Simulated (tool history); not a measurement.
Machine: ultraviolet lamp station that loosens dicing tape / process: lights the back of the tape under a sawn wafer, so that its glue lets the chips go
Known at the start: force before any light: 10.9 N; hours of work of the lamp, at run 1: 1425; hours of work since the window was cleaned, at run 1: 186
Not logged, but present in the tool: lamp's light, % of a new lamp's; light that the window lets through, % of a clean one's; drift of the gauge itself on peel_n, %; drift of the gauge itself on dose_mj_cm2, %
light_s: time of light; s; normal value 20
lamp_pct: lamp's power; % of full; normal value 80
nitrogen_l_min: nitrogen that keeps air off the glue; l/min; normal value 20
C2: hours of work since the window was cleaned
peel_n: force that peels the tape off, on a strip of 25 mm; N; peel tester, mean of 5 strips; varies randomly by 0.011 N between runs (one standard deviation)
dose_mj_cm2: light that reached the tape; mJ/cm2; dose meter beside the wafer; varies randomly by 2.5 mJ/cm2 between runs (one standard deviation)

{"run": 1, "hour": 0.0, "light_s": 20, "lamp_pct": 80, "nitrogen_l_min": 20, "hours of work of the lamp": 1425, "C2": 186, "peel_n": 1.163, "dose_mj_cm2": 201}
{"run": 2, "hour": 53.8, "light_s": 20, "lamp_pct": 80, "nitrogen_l_min": 15, "hours of work of the lamp": 1466, "C2": 227, "peel_n": 1.403, "dose_mj_cm2": 200}
{"run": 3, "hour": 88.6, "light_s": 20, "lamp_pct": 80, "nitrogen_l_min": 24, "hours of work of the lamp": 1493, "C2": 254, "peel_n": 1.124, "dose_mj_cm2": 196}
{"run": 4, "hour": 135.8, "light_s": 20, "lamp_pct": 97, "nitrogen_l_min": 20, "hours of work of the lamp": 1529, "C2": 290, "peel_n": 0.867, "dose_mj_cm2": 229}
{"hour": 198.4, "done": "lamp changed"}
{"run": 5, "hour": 204.9, "light_s": 20, "lamp_pct": 97, "nitrogen_l_min": 20, "hours of work of the lamp": 5, "C2": 342, "peel_n": 0.415, "dose_mj_cm2": 327}
{"run": 6, "hour": 248.2, "light_s": 20, "lamp_pct": 80, "nitrogen_l_min": 20, "hours of work of the lamp": 38, "C2": 375, "peel_n": 0.632, "dose_mj_cm2": 264}
{"run": 7, "hour": 292.6, "light_s": 18, "lamp_pct": 80, "nitrogen_l_min": 20, "hours of work of the lamp": 72, "C2": 409, "peel_n": 0.891, "dose_mj_cm2": 233}
{"hour": 321.1, "done": "window cleaned of glue's vapour"}
{"run": 8, "hour": 361.2, "light_s": 18, "lamp_pct": 84, "nitrogen_l_min": 20, "hours of work of the lamp": 124, "C2": 31, "peel_n": 0.861, "dose_mj_cm2": 230}
{"run": 9, "hour": 413.7, "light_s": 20, "lamp_pct": 80, "nitrogen_l_min": 13, "hours of work of the lamp": 164, "C2": 71, "peel_n": 1.021, "dose_mj_cm2": 241}
{"run": 10, "hour": 486.3, "light_s": 20, "lamp_pct": 80, "nitrogen_l_min": 13, "hours of work of the lamp": 220, "C2": 126, "peel_n": 1.095, "dose_mj_cm2": 233}
{"run": 11, "hour": 526.9, "light_s": 20, "lamp_pct": 80, "nitrogen_l_min": 20, "hours of work of the lamp": 251, "C2": 157, "peel_n": 0.879, "dose_mj_cm2": 232}
{"run": 12, "hour": 560.7, "light_s": 20, "lamp_pct": 80, "nitrogen_l_min": 20, "hours of work of the lamp": 277, "C2": 183, "peel_n": 0.927, "dose_mj_cm2": 223}
{"run": 13, "hour": 620.4, "light_s": 18, "lamp_pct": 80, "nitrogen_l_min": 20, "hours of work of the lamp": 322, "C2": 229, "peel_n": 1.19, "dose_mj_cm2": 195}
{"hour": 632.4, "done": "window cleaned of glue's vapour, once more"}
{"run": 14, "hour": 696.5, "light_s": 20, "lamp_pct": 64, "nitrogen_l_min": 20, "hours of work of the lamp": 380, "C2": 49, "peel_n": 1.001, "dose_mj_cm2": 219}
{"run": 15, "hour": 754.4, "light_s": 20, "lamp_pct": 64, "nitrogen_l_min": 20, "hours of work of the lamp": 424, "C2": 93, "peel_n": 1.047, "dose_mj_cm2": 211}
{"run": 16, "hour": 829.3, "light_s": 20, "lamp_pct": 64, "nitrogen_l_min": 20, "hours of work of the lamp": 482, "C2": 151, "peel_n": 1.054, "dose_mj_cm2": 206}
{"run": 17, "hour": 864.6, "light_s": 20, "lamp_pct": 64, "nitrogen_l_min": 20, "hours of work of the lamp": 509, "C2": 178, "peel_n": 1.147, "dose_mj_cm2": 202}
{"run": 18, "hour": 941.3, "light_s": 20, "lamp_pct": 64, "nitrogen_l_min": 20, "hours of work of the lamp": 567, "C2": 236, "peel_n": 1.196, "dose_mj_cm2": 192}
{"run": 19, "hour": 998.0, "light_s": 20, "lamp_pct": 80, "nitrogen_l_min": 20, "hours of work of the lamp": 611, "C2": 280, "peel_n": 0.79, "dose_mj_cm2": 238}
{"run": 20, "hour": 1057.2, "light_s": 20, "lamp_pct": 75, "nitrogen_l_min": 20, "hours of work of the lamp": 656, "C2": 325, "peel_n": 0.989, "dose_mj_cm2": 222}
{"run": 21, "hour": 1118.6, "light_s": 20, "lamp_pct": 75, "nitrogen_l_min": 20, "hours of work of the lamp": 703, "C2": 372, "peel_n": 1.044, "dose_mj_cm2": 215}
{"run": 22, "hour": 1167.2, "light_s": 20, "lamp_pct": 75, "nitrogen_l_min": 20, "hours of work of the lamp": 740, "C2": 409, "peel_n": 1.094, "dose_mj_cm2": 208}
{"hour": 1198.8, "done": "window cleaned of glue's vapour"}
{"run": 23, "hour": 1229.1, "light_s": 20, "lamp_pct": 61, "nitrogen_l_min": 20, "hours of work of the lamp": 787, "C2": 23, "peel_n": 1.253, "dose_mj_cm2": 195}
{"run": 24, "hour": 1286.9, "light_s": 20, "lamp_pct": 61, "nitrogen_l_min": 20, "hours of work of the lamp": 831, "C2": 67, "peel_n": 1.336, "dose_mj_cm2": 186}
{"run": 25, "hour": 1330.1, "light_s": 12, "lamp_pct": 93, "nitrogen_l_min": 17, "hours of work of the lamp": 864, "C2": 100, "peel_n": 1.805, "dose_mj_cm2": 166}
{"run": 26, "hour": 1404.6, "light_s": 12, "lamp_pct": 93, "nitrogen_l_min": 17, "hours of work of the lamp": 921, "C2": 157, "peel_n": 1.893, "dose_mj_cm2": 162}
{"run": 27, "hour": 1463.3, "light_s": 25, "lamp_pct": 91, "nitrogen_l_min": 8, "hours of work of the lamp": 966, "C2": 202, "peel_n": 0.745, "dose_mj_cm2": 322}
{"run": 28, "hour": 1514.7, "light_s": 25, "lamp_pct": 91, "nitrogen_l_min": 8, "hours of work of the lamp": 1006, "C2": 242, "peel_n": 0.776, "dose_mj_cm2": 313}
{"run": 29, "hour": 1580.9, "light_s": 29, "lamp_pct": 87, "nitrogen_l_min": 36, "hours of work of the lamp": 1056, "C2": 292, "peel_n": 0.283, "dose_mj_cm2": 341}
{"run": 30, "hour": 1640.0, "light_s": 20, "lamp_pct": 68, "nitrogen_l_min": 20, "hours of work of the lamp": 1102, "C2": 337, "peel_n": 1.418, "dose_mj_cm2": 182}
{"run": 31, "hour": 1682.3, "light_s": 28, "lamp_pct": 91, "nitrogen_l_min": 20, "hours of work of the lamp": 1134, "C2": 370, "peel_n": 0.387, "dose_mj_cm2": 332}
{"run": 32, "hour": 1749.6, "light_s": 28, "lamp_pct": 91, "nitrogen_l_min": 20, "hours of work of the lamp": 1185, "C2": 421, "peel_n": 0.417, "dose_mj_cm2": 321}
{"hour": 1763.4, "done": "window cleaned of glue's vapour"}
{"run": 33, "hour": 1829.4, "light_s": 27, "lamp_pct": 75, "nitrogen_l_min": 20, "hours of work of the lamp": 1246, "C2": 50, "peel_n": 0.538, "dose_mj_cm2": 279}
{"run": 34, "hour": 1883.8, "light_s": 10, "lamp_pct": 62, "nitrogen_l_min": 36, "hours of work of the lamp": 1288, "C2": 92, "peel_n": 3.628, "dose_mj_cm2": 83}
{"run": 35, "hour": 1961.3, "light_s": 10, "lamp_pct": 62, "nitrogen_l_min": 36, "hours of work of the lamp": 1347, "C2": 151, "peel_n": 3.74, "dose_mj_cm2": 82}
{"run": 36, "hour": 2018.1, "light_s": 24, "lamp_pct": 69, "nitrogen_l_min": 31, "hours of work of the lamp": 1390, "C2": 195, "peel_n": 0.848, "dose_mj_cm2": 211}
{"run": 37, "hour": 2064.5, "light_s": 11, "lamp_pct": 65, "nitrogen_l_min": 14, "hours of work of the lamp": 1426, "C2": 230, "peel_n": 4.369, "dose_mj_cm2": 88}

Forecast each of these 4 alternatives for the next run:
{"run": "A", "hour": 2141.7, "light_s": 38, "lamp_pct": 99, "nitrogen_l_min": 7, "hours of work of the lamp": 1485, "C2": 289, "peel_n": "?", "dose_mj_cm2": "?"}
{"run": "B", "hour": 2141.7, "light_s": 14, "lamp_pct": 71, "nitrogen_l_min": 22, "hours of work of the lamp": 1485, "C2": 289, "peel_n": "?", "dose_mj_cm2": "?"}
{"run": "C", "hour": 2141.7, "light_s": 13, "lamp_pct": 70, "nitrogen_l_min": 8, "hours of work of the lamp": 1485, "C2": 289, "peel_n": "?", "dose_mj_cm2": "?"}
{"run": "D", "hour": 2141.7, "light_s": 20, "lamp_pct": 69, "nitrogen_l_min": 29, "hours of work of the lamp": 1485, "C2": 289, "peel_n": "?", "dose_mj_cm2": "?"}

run=A peel_n=0.378 dose_mj_cm2=453
run=B peel_n=2.645 dose_mj_cm2=121
run=C peel_n=4.061 dose_mj_cm2=109
run=D peel_n=1.389 dose_mj_cm2=164
Without the tool's hidden state the same runs would have given:
run=A peel_n=0.204 dose_mj_cm2=696
run=B peel_n=1.296 dose_mj_cm2=186
run=C peel_n=2.436 dose_mj_cm2=167
run=D peel_n=0.552 dose_mj_cm2=252
